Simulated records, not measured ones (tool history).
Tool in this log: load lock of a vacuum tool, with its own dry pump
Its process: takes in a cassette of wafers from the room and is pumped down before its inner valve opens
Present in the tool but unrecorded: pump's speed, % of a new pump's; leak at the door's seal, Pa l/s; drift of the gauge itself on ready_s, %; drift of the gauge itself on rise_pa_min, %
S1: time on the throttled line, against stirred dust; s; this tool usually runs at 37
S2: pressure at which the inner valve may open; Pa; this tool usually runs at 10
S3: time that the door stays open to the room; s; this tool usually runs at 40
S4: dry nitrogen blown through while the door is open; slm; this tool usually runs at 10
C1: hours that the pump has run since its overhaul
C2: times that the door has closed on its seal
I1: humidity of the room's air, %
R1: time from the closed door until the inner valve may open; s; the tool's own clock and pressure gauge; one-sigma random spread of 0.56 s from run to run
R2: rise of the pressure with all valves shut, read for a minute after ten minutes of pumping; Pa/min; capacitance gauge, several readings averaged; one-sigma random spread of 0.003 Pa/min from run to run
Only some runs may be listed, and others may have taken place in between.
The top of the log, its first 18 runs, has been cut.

run,day,S1,S2,S3,S4,C1,C2,I1,R1,R2
19,85.492,55,10,40,10,11871,23621,41,91.1,0.019
20,90.662,26,8,188,5,11995,24016,45.8,71.4,0.065
21,96.025,26,8,188,5,12124,24425,45.6,72.4,0.062
22,100.392,46,8,188,5,12229,24758,44.5,86.3,0.065
23,105.208,46,10,119,17,12344,25127,44.1,84,0.036
24,109.558,19,14,126,4,12449,25458,43.9,63.9,0.049
25,116.146,19,17,39,4,12607,25962,43.3,63,0.031
26,122.046,52,10,33,39,12748,26412,43.8,88,0.014
27,127.462,52,10,33,39,12878,26825,48.1,88.6,0.012
28,132.638,52,13,33,5,13002,27221,45,89,0.02
29,138.808,22,10,222,10,13151,27692,47.9,67.8,0.067
30,145.212,22,10,222,10,13304,28181,46.1,68.4,0.056
31,149.025,22,10,142,10,13396,28472,44.9,67.7,0.051
32,153.808,22,10,142,10,13511,28837,47.2,67.1,0.053
33,157.35,67,19,46,11,13596,29108,45.6,95.7,0.025
34,161.95,25,10,40,10,13706,29459,44.8,70,0.026
35,167.329,50,8,82,11,13835,29870,42.2,87.9,0.031
36,172.754,50,8,82,11,13965,30284,39,87.8,0.028

What will run 37 give?
37,177.879,37,9,74,10,14088,30675,44.9,?,?

Logged for run 37: R1 79.2 s, R2 0.033 Pa/min.
On a tool with no hidden condition, and with the same random variation, this run would have come out at R1 79.1 s, R2 0.033 Pa/min.
